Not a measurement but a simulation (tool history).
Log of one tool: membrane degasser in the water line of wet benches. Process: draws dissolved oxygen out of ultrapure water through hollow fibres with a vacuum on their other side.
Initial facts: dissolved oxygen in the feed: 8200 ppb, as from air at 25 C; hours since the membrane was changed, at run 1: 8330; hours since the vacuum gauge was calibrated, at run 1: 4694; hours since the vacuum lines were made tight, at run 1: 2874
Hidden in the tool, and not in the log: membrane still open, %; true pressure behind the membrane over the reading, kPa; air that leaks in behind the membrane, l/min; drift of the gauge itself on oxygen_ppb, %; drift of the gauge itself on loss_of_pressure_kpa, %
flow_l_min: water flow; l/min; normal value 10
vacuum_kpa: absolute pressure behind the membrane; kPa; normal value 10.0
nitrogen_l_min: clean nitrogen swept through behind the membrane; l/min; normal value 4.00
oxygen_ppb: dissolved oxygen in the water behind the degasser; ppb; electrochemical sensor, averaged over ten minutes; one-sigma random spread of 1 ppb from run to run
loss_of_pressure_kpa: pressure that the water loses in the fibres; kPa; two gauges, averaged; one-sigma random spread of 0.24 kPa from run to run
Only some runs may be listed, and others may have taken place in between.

run	hour	flow_l_min	vacuum_kpa	nitrogen_l_min	hours since the membrane was changed	hours since the vacuum gauge was calibrated	hours since the vacuum lines were made tight	oxygen_ppb	loss_of_pressure_kpa
1	0.0	10	10.0	4.00	8330	4694	2874	113.9	66.34
2	204.0	10	24.8	4.00	8534	4898	3078	207.6	66.53
3	333.4	10	24.8	4.00	8664	5027	3207	208.7	66.93
4	504.9	10	10.0	4.00	8835	5199	3378	114.7	66.47
5	699.8	10	10.0	4.00	9030	5394	3573	118.9	66.48
6	819.1	9	10.0	4.00	9149	5513	3693	99.3	60.15
7	1016.5	10	6.8	4.00	9347	5710	3890	98.6	66.88
8	1176.5	10	6.8	4.00	9507	5870	4050	99.5	66.75
9	1360.1	10	10.4	1.68	9690	6054	4234	185.3	67.14
10	1565.8	10	7.3	4.00	9896	6260	4439	105.7	66.81
# hour 1716.5: membrane cartridge changed
11	1716.5	15	6.1	3.66	0	6406	4586	160.5	94.53
12	1876.4	6	24.5	2.02	160	6566	4746	187.7	38.12
13	2088.5	6	7.8	2.38	372	6778	4958	50.8	37.97
# hour 2158.0: vacuum gauge calibrated
# hour 2221.0: seals of the vacuum lines changed
14	2230.3	7	9.2	8.65	511	70	9	35.0	44.40

Below, some changes in oxygen_ppb between adjacent runs. For each, the amount present without the hidden state too (settings, incoming material, random variation) and the amount remaining for the hidden state with gauge scatter not shared by both compared results:
Run 10 -> 11: flow_l_min 10 -> 15, vacuum_kpa 7.3 -> 6.1, nitrogen_l_min 4.00 -> 3.66, membrane cartridge changed. oxygen_ppb +54.8 ppb: hidden state -17.6, all else +72.4.
Run 12 -> 13: vacuum_kpa 24.5 -> 7.8, nitrogen_l_min 2.02 -> 2.38. oxygen_ppb -136.9 ppb: hidden state -11.6, all else -125.3.
